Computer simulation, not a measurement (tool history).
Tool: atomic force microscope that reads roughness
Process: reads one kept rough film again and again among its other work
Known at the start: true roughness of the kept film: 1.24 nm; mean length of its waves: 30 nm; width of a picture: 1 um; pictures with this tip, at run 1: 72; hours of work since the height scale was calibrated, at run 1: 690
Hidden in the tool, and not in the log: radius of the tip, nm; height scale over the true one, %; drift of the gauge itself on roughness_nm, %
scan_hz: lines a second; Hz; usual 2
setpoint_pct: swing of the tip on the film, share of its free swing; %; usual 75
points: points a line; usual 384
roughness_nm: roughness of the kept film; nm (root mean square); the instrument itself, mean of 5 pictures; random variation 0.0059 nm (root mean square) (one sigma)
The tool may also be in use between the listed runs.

run,hour,scan_hz,setpoint_pct,points,pictures with this tip,hours of work since the height scale was calibrated,roughness_nm
1,0,2,75,384,72,690,1.035
2,25.2,2,68,384,113,709,1.063
3,81.2,2,75,474,204,752,1.016
4,126.7,2,81,384,277,787,0.959
5,156.3,2,81,384,325,809,0.93
6,181.7,0.58,75,384,366,829,1.013
# hour 187.1: new tip fitted
7,214.2,0.58,75,384,44,853,1.136
8,252.8,2,75,384,107,883,1.044
9,299.3,2,75,384,182,918,1.014
10,324.6,2,75,347,223,938,1.002
11,376.7,2,75,817,307,978,0.975
12,414.2,2,75,817,368,1006,0.958
# hour 419.3: new tip fitted
13,469,2,71,384,81,1048,1.069
14,505.6,2,71,384,140,1076,1.054
15,557.3,2,71,384,224,1115,1.026
16,597.4,2,75,384,288,1146,0.977
17,635.4,2,75,384,350,1175,0.966
# hour 652.7: new tip fitted
18,664,1.84,75,883,19,1197,1.1
19,695.5,1.84,75,883,69,1221,1.076
20,731,1.84,64,348,127,1248,1.076
21,764,2,67,384,180,1273,1.061
22,804.3,2.33,57,830,246,1304,1.06
# hour 809: height scale calibrated on a step standard
23,854.7,2.33,57,830,325,35,1.037
# hour 885.3: new tip fitted
24,895.3,1.83,75,257,16,66,1.078
25,937.1,1.03,68,257,84,98,1.103
26,962.6,1.03,68,257,125,117,1.105
27,986.2,0.83,59,437,164,135,1.105
28,1039.8,2.5,61,365,250,176,1.047
29,1082.9,1.19,64,956,320,209,1.044
# hour 1112.2: height scale calibrated on a step standard, once more
# hour 1117.6: new tip fitted
30,1120.6,1.19,64,956,5,6,1.164
31,1165.2,1.13,64,366,77,40,1.111
32,1196.3,2,85,416,127,64,0.988
33,1228.7,2,62,289,180,89,1.066

4 ways to go on from here, each from the tool as it stands after run 33. What would each give?
A,1261.3,2,63,289,232,114,?
B,1261.3,2,86,289,232,114,?
C,1261.3,2.17,56,289,232,114,?
D,1261.3,2,84,999,232,114,?

run,roughness_nm
A,1.033
B,0.932
C,1.044
D,0.958
Without the tool's hidden state the same runs would have given:
run,roughness_nm
A,1.125
B,1.015
C,1.137
D,1.044

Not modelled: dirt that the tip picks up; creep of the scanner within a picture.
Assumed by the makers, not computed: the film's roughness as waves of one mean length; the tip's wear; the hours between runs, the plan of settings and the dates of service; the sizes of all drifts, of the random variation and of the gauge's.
